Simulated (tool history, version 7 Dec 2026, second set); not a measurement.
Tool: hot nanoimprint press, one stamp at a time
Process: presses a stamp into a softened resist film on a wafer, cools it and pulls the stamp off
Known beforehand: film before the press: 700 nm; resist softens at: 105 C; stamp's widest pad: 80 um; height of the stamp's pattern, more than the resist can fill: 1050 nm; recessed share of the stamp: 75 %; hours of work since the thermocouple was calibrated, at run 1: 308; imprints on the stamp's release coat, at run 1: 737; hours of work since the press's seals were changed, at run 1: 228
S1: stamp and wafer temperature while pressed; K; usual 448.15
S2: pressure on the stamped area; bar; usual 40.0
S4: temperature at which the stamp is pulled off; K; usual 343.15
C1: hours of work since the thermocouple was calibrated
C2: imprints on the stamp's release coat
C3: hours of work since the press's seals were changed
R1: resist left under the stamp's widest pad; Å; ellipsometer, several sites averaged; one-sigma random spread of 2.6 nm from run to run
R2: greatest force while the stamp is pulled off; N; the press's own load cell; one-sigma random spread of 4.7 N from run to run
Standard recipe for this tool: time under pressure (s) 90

Run 1, hour 0.0: usual settings; C1 308; C2 737; C3 228. Result: R1 4521 Å, R2 284 N.
Run 2, hour 10.0: usual settings; C1 313; C2 779; C3 233. Result: R1 4515 Å, R2 303 N.
Run 3, hour 19.9: usual settings; C1 319; C2 821; C3 239. Result: R1 4523 Å, R2 299 N.
Run 4, hour 29.8: usual settings but S2 28.0 bar; C1 324; C2 863; C3 244. Result: R1 5238 Å, R2 302 N.
Run 5, hour 38.4: usual settings but S2 28.0 bar; C1 329; C2 899; C3 249. Result: R1 5235 Å, R2 307 N.
Run 6, hour 47.1: usual settings but S2 28.0 bar; C1 333; C2 936; C3 253. Result: R1 5222 Å, R2 307 N.
Run 7, hour 51.9: usual settings but S2 41.8 bar; C1 336; C2 957; C3 256. Result: R1 4435 Å, R2 293 N.
Run 8, hour 59.8: usual settings but S2 41.8 bar; C1 340; C2 990; C3 260. Result: R1 4473 Å, R2 313 N.
Run 9, hour 68.9: usual settings but S2 41.8 bar; C1 345; C2 1029; C3 265. Result: R1 4442 Å, R2 305 N.
Run 10, hour 75.5: usual settings but S2 41.8 bar; C1 349; C2 1056; C3 269. Result: R1 4463 Å, R2 319 N.
Run 11, hour 86.1: usual settings but S2 41.8 bar; C1 354; C2 1101; C3 275. Result: R1 4471 Å, R2 318 N.
At hour 98.4: stamp cleaned and given a new release coat.
Run 12, hour 101.2: usual settings but S1 447.15 K; C1 359; C2 12; C3 279. Result: R1 4676 Å, R2 237 N.
Run 13, hour 107.6: usual settings but S1 455.15 K, S2 27.7 bar; C1 363; C2 39; C3 283. Result: R1 4177 Å, R2 247 N.
Run 14, hour 113.8: usual settings but S1 444.15 K, S2 50.8 bar, time under pressure (s) 61, S4 349.15 K; C1 366; C2 65; C3 286. Result: R1 5186 Å, R2 207 N.
Run 15, hour 121.6: usual settings but S1 444.15 K, S2 50.8 bar, time under pressure (s) 61, S4 349.15 K; C1 370; C2 98; C3 290. Result: R1 5215 Å, R2 213 N.
Run 16, hour 130.9: usual settings but S1 444.15 K, S2 50.8 bar, time under pressure (s) 71, S4 344.15 K; C1 375; C2 138; C3 295. Result: R1 5016 Å, R2 250 N.
Run 17, hour 139.8: usual settings but S1 452.15 K, S2 32.4 bar, time under pressure (s) 98, S4 339.15 K; C1 380; C2 175; C3 300. Result: R1 4260 Å, R2 274 N.
Run 18, hour 144.4: usual settings but S1 452.15 K, S2 32.4 bar, time under pressure (s) 98, S4 339.15 K; C1 382; C2 195; C3 303. Result: R1 4262 Å, R2 280 N.
Run 19, hour 154.4: usual settings but S2 30.8 bar, S4 347.15 K; C1 388; C2 237; C3 308. Result: R1 5107 Å, R2 236 N.
Run 20, hour 159.5: usual settings but time under pressure (s) 97, S4 331.15 K; C1 391; C2 259; C3 311. Result: R1 4430 Å, R2 336 N.
Run 21, hour 164.4: usual settings but S1 460.15 K, time under pressure (s) 71; C1 393; C2 279; C3 314. Result: R1 3098 Å, R2 256 N.
Run 22, hour 175.4: usual settings but S1 457.15 K, time under pressure (s) 71, S4 339.15 K; C1 399; C2 326; C3 319. Result: R1 3511 Å, R2 295 N.
Run 23, hour 185.4: usual settings but S2 56.8 bar, S4 350.15 K; C1 405; C2 368; C3 325. Result: R1 3893 Å, R2 221 N.
Run 24, hour 194.9: usual settings but S1 443.15 K, S2 36.3 bar, time under pressure (s) 100, S4 334.15 K; C1 410; C2 408; C3 330. Result: R1 5406 Å, R2 337 N.

Predict each of these 4 candidate next runs independently; none follows another, all start after run 24:
At hour 199.9: plate thermocouple calibrated.
Run A, hour 208.4: usual settings but time under pressure (s) 126; C1 5; C2 453; C3 336. Result: R1 ?, R2 ?.
At hour 199.9: plate thermocouple calibrated.
Run B, hour 208.4: usual settings but S2 37.1 bar, S4 349.15 K; C1 5; C2 453; C3 336. Result: R1 ?, R2 ?.
At hour 199.9: plate thermocouple calibrated.
Run C, hour 208.4: usual settings but S1 443.15 K, S2 36.3 bar, time under pressure (s) 48, S4 334.15 K; C1 5; C2 453; C3 336. Result: R1 ?, R2 ?.
At hour 199.9: plate thermocouple calibrated.
Run D, hour 208.4: usual settings but S1 439.15 K, S2 54.9 bar, S4 333.15 K; C1 5; C2 453; C3 336. Result: R1 ?, R2 ?.

run    R1   R2
  A  3834  268
  B  4304  220
  C  5785  326
  D  5074  313
Without the tool's hidden state the same runs would have given:
run    R1   R2
  A  3802  239
  B  4275  195
  C  5766  289
  D  5027  277
